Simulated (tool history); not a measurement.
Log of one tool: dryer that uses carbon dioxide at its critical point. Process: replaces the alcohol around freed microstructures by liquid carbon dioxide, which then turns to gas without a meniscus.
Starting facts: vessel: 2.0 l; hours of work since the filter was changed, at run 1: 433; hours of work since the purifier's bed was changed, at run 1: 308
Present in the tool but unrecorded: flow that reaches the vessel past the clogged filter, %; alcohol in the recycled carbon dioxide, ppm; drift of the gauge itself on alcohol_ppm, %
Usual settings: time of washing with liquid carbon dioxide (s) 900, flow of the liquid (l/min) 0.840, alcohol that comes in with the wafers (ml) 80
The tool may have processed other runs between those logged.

run     day  time of washing with liquid carbon dioxide (s)  flow of the liquid (l/min)  alcohol that comes in with the wafers (ml)  hours of work since the filter was changed  hours of work since the purifier's bed was changed  alcohol left in the vessel before it's heated (ppm by volume)
  1   0.000                                             900                       0.840                                          80                                         433                                                 308                                                            630
      0.512  -- inlet filter changed
  2   2.446                                             900                       0.840                                          80                                          37                                                 354                                                            452
  3   4.242                                             900                       0.840                                          80                                          70                                                 388                                                            490
  4   6.771                                             900                       0.840                                          80                                         118                                                 435                                                            532
  5   9.196                                             900                       0.840                                          80                                         164                                                 481                                                            553
  6  11.467                                             900                       0.662                                          80                                         207                                                 524                                                           1222
  7  13.604                                             900                       0.662                                          80                                         247                                                 564                                                           1269
  8  15.229                                             900                       0.662                                          80                                         278                                                 595                                                           1295
     15.808  -- purifier's bed changed
  9  17.654                                             900                       0.662                                          80                                         322                                                  35                                                           1133
 10  19.433                                             900                       0.662                                          80                                         355                                                  69                                                           1192
 11  22.029                                             900                       0.840                                          80                                         404                                                 118                                                            513
     24.004  -- inlet filter changed
 12  24.725                                             960                       0.840                                          80                                          14                                                 168                                                            276
 13  25.971                                            1380                       0.847                                          23                                          37                                                 191                                                             95
 14  27.075                                            1380                       0.847                                          23                                          58                                                 212                                                            109
 15  28.754                                            1080                       0.580                                          40                                          90                                                 244                                                            490
 16  29.917                                            1020                       0.676                                          33                                         112                                                 266                                                            314
 17  32.108                                            1020                       0.676                                          33                                         153                                                 307                                                            347
 18  34.462                                            1020                       0.676                                          33                                         198                                                 352                                                            385
 19  36.917                                            1020                       0.676                                          33                                         244                                                 398                                                            415
 20  39.200                                             960                       0.676                                          33                                         287                                                 441                                                            532
 21  41.554                                            1020                       0.874                                          70                                         331                                                 486                                                            375
 22  43.212                                             960                       0.869                                          31                                         363                                                 517                                                            329
 23  45.654                                             960                       0.869                                          31                                         409                                                 563                                                            355

Forecast each of these 5 alternatives for the next run:
     47.367  -- inlet filter changed
  A  47.367                                            1320                       0.827                                          47                                           0                                                 595                                                              ?
     47.367  -- inlet filter changed
  B  47.367                                             660                       0.553                                          31                                           0                                                 595                                                              ?
     47.367  -- inlet filter changed
  C  47.367                                             960                       1.391                                          72                                           0                                                 595                                                              ?
     47.367  -- inlet filter changed
  D  47.367                                            1140                       0.840                                          80                                           0                                                 595                                                              ?
     47.367  -- inlet filter changed
  E  47.367                                             900                       0.529                                          23                                           0                                                 595                                                              ?

run  alcohol left in the vessel before it's heated (ppm by volume)
  A                                                            273
  B                                                           1679
  C                                                            266
  D                                                            336
  E                                                            789
Take away the tool's hidden state, keep each run's random variation, and the runs would have read:
run  alcohol left in the vessel before it's heated (ppm by volume)
  A                                                             18
  B                                                           1418
  C                                                             10
  D                                                             78
  E                                                            528

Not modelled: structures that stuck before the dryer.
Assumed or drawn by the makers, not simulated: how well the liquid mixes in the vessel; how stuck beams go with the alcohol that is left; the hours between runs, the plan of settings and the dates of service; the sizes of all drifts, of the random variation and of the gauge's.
